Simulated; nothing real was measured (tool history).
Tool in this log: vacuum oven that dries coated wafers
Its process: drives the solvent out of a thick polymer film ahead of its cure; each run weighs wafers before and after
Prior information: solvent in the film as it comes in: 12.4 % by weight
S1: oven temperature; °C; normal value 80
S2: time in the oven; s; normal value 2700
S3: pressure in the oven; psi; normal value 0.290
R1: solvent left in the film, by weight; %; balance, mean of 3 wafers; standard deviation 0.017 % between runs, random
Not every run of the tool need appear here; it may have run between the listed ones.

| run | hour | S1 | S2 | S3 | R1 |
|---|---|---|---|---|---|
| 1 | 0.0 | 80 | 2700 | 0.290 | 1.64 |
| 2 | 9.7 | 80 | 2700 | 0.290 | 1.61 |
| 3 | 30.7 | 80 | 2700 | 0.290 | 1.65 |
| 4 | 50.3 | 80 | 2700 | 0.290 | 1.62 |
| 5 | 60.3 | 80 | 2700 | 0.290 | 1.65 |
| 6 | 72.9 | 80 | 2700 | 0.290 | 1.64 |
| 7 | 92.2 | 80 | 2700 | 0.290 | 1.64 |
| 8 | 105.7 | 80 | 1980 | 0.290 | 2.51 |
| 9 | 124.9 | 80 | 2700 | 0.235 | 1.54 |

Run 10 comes next. What will it give?
| 10 | 140.3 | 80 | 2700 | 0.235 | ? |

Run 10 yielded R1 1.56 %.
With the hidden condition absent and the run-to-run variation left alone, this run would have shown R1 1.48 %.
